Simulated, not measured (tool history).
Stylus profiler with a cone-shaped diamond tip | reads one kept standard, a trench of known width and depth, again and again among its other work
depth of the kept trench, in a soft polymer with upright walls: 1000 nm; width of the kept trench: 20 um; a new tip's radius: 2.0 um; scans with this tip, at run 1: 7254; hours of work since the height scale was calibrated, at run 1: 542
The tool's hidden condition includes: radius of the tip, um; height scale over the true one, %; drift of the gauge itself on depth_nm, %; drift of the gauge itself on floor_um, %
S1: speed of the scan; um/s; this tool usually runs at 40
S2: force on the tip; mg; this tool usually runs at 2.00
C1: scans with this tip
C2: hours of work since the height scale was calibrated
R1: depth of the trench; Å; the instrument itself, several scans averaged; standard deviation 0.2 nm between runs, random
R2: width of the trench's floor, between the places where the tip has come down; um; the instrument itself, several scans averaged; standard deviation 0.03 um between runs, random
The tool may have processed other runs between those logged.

run 1 day=0.000 | S1=40 S2=2.00 | C1=7254 C2=542 | R1=10088.1 R2=15.97
run 2 day=4.050 | S1=40 S2=2.00 | C1=7895 C2=590 | R1=10089.6 R2=15.90
run 3 day=7.038 | S1=40 S2=2.00 | C1=8368 C2=625 | R1=10087.8 R2=15.85
run 4 day=11.117 | S1=40 S2=2.00 | C1=9014 C2=673 | R1=10093.4 R2=15.86
run 5 day=14.850 | S1=40 S2=2.00 | C1=9604 C2=717 | R1=10093.6 R2=15.82
run 6 day=20.088 | S1=40 S2=2.00 | C1=10433 C2=779 | R1=10092.1 R2=15.82
run 7 day=23.367 | S1=40 S2=2.00 | C1=10952 C2=818 | R1=10096.4 R2=15.74
run 8 day=28.475 | S1=40 S2=2.00 | C1=11760 C2=878 | R1=10098.2 R2=15.69
run 9 day=33.867 | S1=40 S2=2.00 | C1=12613 C2=942 | R1=10093.3 R2=15.66
run 10 day=37.979 | S1=40 S2=2.00 | C1=13264 C2=990 | R1=10099.7 R2=15.65
run 11 day=41.421 | S1=40 S2=2.00 | C1=13809 C2=1031 | R1=10098.6 R2=15.60
run 12 day=46.675 | S1=40 S2=2.00 | C1=14640 C2=1093 | R1=10098.6 R2=15.58
run 13 day=49.138 | S1=40 S2=2.00 | C1=15030 C2=1122 | R1=10102.6 R2=15.52
run 14 day=53.879 | S1=42 S2=0.89 | C1=15780 C2=1178 | R1=10069.8 R2=15.33
run 15 day=56.638 | S1=42 S2=0.89 | C1=16216 C2=1211 | R1=10064.9 R2=15.33
run 16 day=61.354 | S1=27 S2=5.79 | C1=16963 C2=1267 | R1=10181.4 R2=15.63
run 17 day=65.025 | S1=27 S2=5.79 | C1=17544 C2=1310 | R1=10187.4 R2=15.59
run 18 day=69.179 | S1=41 S2=5.92 | C1=18201 C2=1359 | R1=10185.0 R2=15.46
run 19 day=74.150 | S1=41 S2=5.92 | C1=18988 C2=1418 | R1=10191.9 R2=15.38
run 20 day=78.638 | S1=102 S2=2.43 | C1=19697 C2=1471 | R1=10119.7 R2=14.97
run 21 day=81.008 | S1=102 S2=2.43 | C1=20073 C2=1499 | R1=10116.2 R2=14.96
run 22 day=85.975 | S1=102 S2=2.43 | C1=20859 C2=1558 | R1=10119.2 R2=14.94
run 23 day=90.575 | S1=40 S2=1.09 | C1=21587 C2=1612 | R1=10084.5 R2=15.14
run 24 day=94.825 | S1=40 S2=1.09 | C1=22259 C2=1662 | R1=10087.6 R2=15.10
run 25 day=100.150 | S1=11 S2=2.33 | C1=23102 C2=1725 | R1=10118.8 R2=15.40

Each row is a separate what-if for the run after 25, all from the same tool condition, not one after another. Results?
run A day=105.067 | S1=51 S2=2.74 | C1=23880 C2=1783 | R1=? R2=?
run B day=105.067 | S1=93 S2=1.41 | C1=23880 C2=1783 | R1=? R2=?
run C day=105.067 | S1=10 S2=1.32 | C1=23880 C2=1783 | R1=? R2=?
run D day=105.067 | S1=146 S2=1.50 | C1=23880 C2=1783 | R1=? R2=?
run E day=105.067 | S1=18 S2=3.29 | C1=23880 C2=1783 | R1=? R2=?

run=A R1=10131.8 R2=15.09
run=B R1=10094.8 R2=14.68
run=C R1=10091.9 R2=15.31
run=D R1=10099.8 R2=14.36
run=E R1=10149.1 R2=15.29
The same runs, with their run-to-run variation unchanged, on a tool lacking any hidden condition would have given:
run=A R1=10097.9 R2=16.26
run=B R1=10061.0 R2=15.85
run=C R1=10058.1 R2=16.48
run=D R1=10066.0 R2=15.54
run=E R1=10115.1 R2=16.46
